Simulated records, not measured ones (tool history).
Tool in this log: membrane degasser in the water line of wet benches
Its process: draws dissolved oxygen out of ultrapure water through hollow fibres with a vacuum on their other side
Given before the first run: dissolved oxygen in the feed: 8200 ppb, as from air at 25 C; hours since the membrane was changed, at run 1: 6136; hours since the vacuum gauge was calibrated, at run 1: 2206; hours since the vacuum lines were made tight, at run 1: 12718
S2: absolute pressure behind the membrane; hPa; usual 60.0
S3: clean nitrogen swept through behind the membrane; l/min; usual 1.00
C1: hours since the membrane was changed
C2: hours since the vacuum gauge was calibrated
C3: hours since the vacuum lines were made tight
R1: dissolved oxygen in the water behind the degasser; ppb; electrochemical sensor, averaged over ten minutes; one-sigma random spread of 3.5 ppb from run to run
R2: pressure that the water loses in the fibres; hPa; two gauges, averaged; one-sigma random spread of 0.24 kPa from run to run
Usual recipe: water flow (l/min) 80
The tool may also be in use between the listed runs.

Run 1, day 0.000: usual settings; C1 6136; C2 2206; C3 12718. Result: R1 411.7 ppb, R2 626.6 hPa.
Run 2, day 7.800: usual settings; C1 6324; C2 2393; C3 12905. Result: R1 417.2 ppb, R2 622.2 hPa.
Run 3, day 16.408: usual settings but water flow (l/min) 51; C1 6530; C2 2599; C3 13112. Result: R1 292.2 ppb, R2 396.1 hPa.
Run 4, day 26.192: usual settings but water flow (l/min) 51; C1 6765; C2 2834; C3 13347. Result: R1 290.4 ppb, R2 397.3 hPa.
Run 5, day 32.050: usual settings but water flow (l/min) 51; C1 6906; C2 2975; C3 13487. Result: R1 290.1 ppb, R2 397.2 hPa.
Run 6, day 39.512: usual settings but water flow (l/min) 51; C1 7085; C2 3154; C3 13666. Result: R1 286.4 ppb, R2 398.2 hPa.
Run 7, day 46.692: usual settings; C1 7257; C2 3326; C3 13839. Result: R1 409.4 ppb, R2 620.9 hPa.
Run 8, day 54.925: usual settings; C1 7455; C2 3524; C3 14036. Result: R1 418.8 ppb, R2 621.9 hPa.
Run 9, day 61.112: usual settings; C1 7603; C2 3672; C3 14185. Result: R1 421.7 ppb, R2 625.3 hPa.
At day 69.338: seals of the vacuum lines changed.
Run 10, day 69.717: usual settings but water flow (l/min) 72; C1 7808; C2 3877; C3 9. Result: R1 388.7 ppb, R2 562.0 hPa.
Run 11, day 74.683: usual settings but water flow (l/min) 72; C1 7927; C2 3996; C3 128. Result: R1 388.0 ppb, R2 562.8 hPa.
Run 12, day 84.225: usual settings but S2 51.8 hPa; C1 8156; C2 4225; C3 357. Result: R1 322.9 ppb, R2 624.7 hPa.
Run 13, day 93.025: usual settings but S2 37.9 hPa; C1 8367; C2 4436; C3 569. Result: R1 143.0 ppb, R2 632.2 hPa.
Run 14, day 102.046: usual settings but S2 37.9 hPa; C1 8584; C2 4653; C3 785. Result: R1 147.0 ppb, R2 626.0 hPa.
Run 15, day 108.171: usual settings but S2 44.6 hPa; C1 8731; C2 4800; C3 932. Result: R1 232.8 ppb, R2 629.8 hPa.
Run 16, day 118.242: usual settings; C1 8972; C2 5041; C3 1174. Result: R1 434.4 ppb, R2 625.9 hPa.
Run 17, day 126.162: usual settings but water flow (l/min) 127, S2 120.4 hPa; C1 9162; C2 5231; C3 1364. Result: R1 1518.1 ppb, R2 994.0 hPa.
At day 127.000: vacuum gauge calibrated.
Run 18, day 133.200: usual settings but water flow (l/min) 71, S2 120.4 hPa; C1 9331; C2 149; C3 1532. Result: R1 1037.0 ppb, R2 555.8 hPa.
Run 19, day 143.300: usual settings but water flow (l/min) 71, S2 120.4 hPa; C1 9573; C2 391; C3 1775. Result: R1 1045.6 ppb, R2 560.3 hPa.
At day 151.217: vacuum gauge calibrated, once more.
Run 20, day 151.329: usual settings but water flow (l/min) 71, S2 120.4 hPa; C1 9765; C2 3; C3 1967. Result: R1 1025.8 ppb, R2 556.3 hPa.
Run 21, day 161.517: usual settings but water flow (l/min) 50, S2 45.3 hPa, S3 0.46 l/min; C1 10010; C2 247; C3 2211. Result: R1 227.5 ppb, R2 392.1 hPa.
Run 22, day 171.462: usual settings but S2 46.5 hPa; C1 10249; C2 486; C3 2450. Result: R1 232.6 ppb, R2 629.1 hPa.
Run 23, day 181.946: usual settings but S2 46.5 hPa, S3 1.67 l/min; C1 10500; C2 737; C3 2702. Result: R1 177.5 ppb, R2 624.8 hPa.
Run 24, day 190.683: usual settings but water flow (l/min) 54, S2 136.4 hPa, S3 0.45 l/min; C1 10710; C2 947; C3 2911. Result: R1 1604.1 ppb, R2 426.3 hPa.
Run 25, day 200.346: usual settings but water flow (l/min) 52, S2 38.4 hPa, S3 2.37 l/min; C1 10942; C2 1179; C3 3143. Result: R1 51.1 ppb, R2 413.4 hPa.
Run 26, day 210.421: usual settings but water flow (l/min) 52, S2 38.4 hPa, S3 2.37 l/min; C1 11183; C2 1421; C3 3385. Result: R1 51.8 ppb, R2 410.5 hPa.
Run 27, day 215.792: usual settings but water flow (l/min) 50, S2 127.7 hPa, S3 2.37 l/min; C1 11312; C2 1550; C3 3514. Result: R1 449.9 ppb, R2 393.3 hPa.
Run 28, day 224.738: usual settings but water flow (l/min) 60, S3 2.86 l/min; C1 11527; C2 1765; C3 3729. Result: R1 156.4 ppb, R2 478.7 hPa.
Run 29, day 231.742: usual settings but water flow (l/min) 70, S2 94.0 hPa, S3 0.97 l/min; C1 11695; C2 1933; C3 3897. Result: R1 763.4 ppb, R2 555.2 hPa.
Run 30, day 241.579: usual settings but water flow (l/min) 85, S2 81.5 hPa; C1 11931; C2 2169; C3 4133. Result: R1 707.2 ppb, R2 673.8 hPa.
Run 31, day 251.062: usual settings but water flow (l/min) 85, S2 81.5 hPa; C1 12159; C2 2396; C3 4360. Result: R1 708.0 ppb, R2 674.2 hPa.
Run 32, day 256.183: usual settings but S3 1.92 l/min; C1 12282; C2 2519; C3 4483. Result: R1 280.4 ppb, R2 632.3 hPa.

Each row is a separate what-if for the run after 32, all from the same tool condition, not one after another. Results?
Run A, day 264.442: usual settings but water flow (l/min) 56, S2 73.3 hPa; C1 12480; C2 2717; C3 4682. Result: R1 ?, R2 ?.
Run B, day 264.442: usual settings but S2 78.7 hPa, S3 1.59 l/min; C1 12480; C2 2717; C3 4682. Result: R1 ?, R2 ?.
Run C, day 264.442: usual settings but water flow (l/min) 79, S3 1.19 l/min; C1 12480; C2 2717; C3 4682. Result: R1 ?, R2 ?.

run     R1     R2
  A  437.1  445.2
  B  477.5  636.6
  C  372.4  626.0
Stripped of hidden state, with their random variation kept, the same runs would have yielded:
run     R1     R2
  A  422.3  429.2
  B  460.1  613.6
  C  352.4  603.4
